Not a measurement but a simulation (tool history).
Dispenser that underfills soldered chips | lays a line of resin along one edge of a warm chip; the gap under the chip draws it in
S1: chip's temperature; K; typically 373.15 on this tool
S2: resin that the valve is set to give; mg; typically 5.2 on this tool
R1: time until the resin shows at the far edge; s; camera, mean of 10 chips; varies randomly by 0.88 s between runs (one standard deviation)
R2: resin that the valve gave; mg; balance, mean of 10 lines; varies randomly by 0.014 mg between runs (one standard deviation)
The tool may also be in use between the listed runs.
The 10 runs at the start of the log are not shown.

| run | day | S1 | S2 | R1 | R2 |
|---|---|---|---|---|---|
|  | 4.038 | new syringe of resin |
| 11 | 4.212 | 373.15 | 5.2 | 91.2 | 4.99 |
|  | 4.3 | dispensing valve cleaned and set on the balance |
|  | 4.496 | new syringe of resin |
| 12 | 4.854 | 373.15 | 5.2 | 105.2 | 5.15 |
|  | 4.925 | new syringe of resin |
|  | 5.362 | new syringe of resin |
| 13 | 5.392 | 373.15 | 5.2 | 80.6 | 5.18 |
|  | 5.808 | new syringe of resin |
| 14 | 6 | 373.15 | 5.2 | 91.8 | 5.16 |
|  | 6.25 | new syringe of resin |
| 15 | 6.358 | 380.15 | 5.2 | 64.3 | 5.14 |
|  | 6.7 | new syringe of resin |
| 16 | 6.854 | 373.15 | 5.2 | 89.6 | 5.13 |
|  | 7.146 | new syringe of resin |
| 17 | 7.358 | 373.15 | 5.2 | 90.9 | 5.12 |
|  | 7.579 | new syringe of resin |
| 18 | 7.958 | 373.15 | 5.2 | 105.7 | 5.12 |
|  | 8 | new syringe of resin |
| 19 | 8.233 | 373.15 | 6.32 | 91.2 | 6.21 |
|  | 8.433 | new syringe of resin |
| 20 | 8.792 | 373.15 | 6.32 | 99.2 | 6.16 |
|  | 8.854 | new syringe of resin |
| 21 | 9.175 | 364.15 | 4.79 | 148.8 | 4.67 |
|  | 9.279 | new syringe of resin |
| 22 | 9.483 | 364.15 | 5.15 | 130.4 | 5.01 |
|  | 9.729 | new syringe of resin |
| 23 | 9.8 | 380.15 | 4.52 | 66 | 4.4 |
|  | 10.171 | new syringe of resin |
| 24 | 10.371 | 380.15 | 4.52 | 72.4 | 4.38 |
|  | 10.617 | new syringe of resin |
|  | 10.658 | dispensing valve cleaned and set on the balance |
| 25 | 10.792 | 373.15 | 5.93 | 83.7 | 5.94 |
|  | 11.112 | new syringe of resin |
| 26 | 11.204 | 384.15 | 6.41 | 53.1 | 6.42 |
|  | 11.542 | new syringe of resin |
| 27 | 11.683 | 373.15 | 5.15 | 86.8 | 5.14 |
|  | 11.967 | new syringe of resin |
| 28 | 12 | 381.15 | 6.29 | 55.8 | 6.26 |
|  | 12.4 | new syringe of resin |
| 29 | 12.508 | 381.15 | 6.29 | 58.4 | 6.27 |
|  | 12.817 | new syringe of resin |
| 30 | 12.85 | 386.15 | 6.65 | 45.3 | 6.61 |
|  | 13.233 | new syringe of resin |
| 31 | 13.346 | 387.15 | 6.45 | 48.7 | 6.36 |
|  | 13.675 | new syringe of resin |
| 32 | 13.804 | 387.15 | 6.45 | 49 | 6.37 |
|  | 14.112 | new syringe of resin |
| 33 | 14.354 | 382.15 | 5.02 | 66.3 | 4.94 |
|  | 14.538 | new syringe of resin |
| 34 | 14.625 | 359.15 | 5.16 | 147 | 5.05 |
|  | 14.954 | new syringe of resin |
| 35 | 14.988 | 363.15 | 6.54 | 115.3 | 6.39 |

4 options for the next run, each taken on its own from the tool as it stands now. Forecast them:
| A | 15.267 | 375.15 | 6.54 | ? | ? |
| B | 15.267 | 380.15 | 6.21 | ? | ? |
| C | 15.267 | 379.15 | 5.34 | ? | ? |
| D | 15.267 | 362.15 | 5.78 | ? | ? |

| run | R1 | R2 |
|---|---|---|
| A | 89.7 | 6.38 |
| B | 75.5 | 6.07 |
| C | 78.5 | 5.25 |
| D | 152.6 | 5.67 |
With the hidden condition removed and each run's random variation left untouched, the same runs would have given:
| run | R1 | R2 |
|---|---|---|
| A | 74.4 | 6.52 |
| B | 62.5 | 6.2 |
| C | 64.8 | 5.37 |
| D | 127.1 | 5.8 |
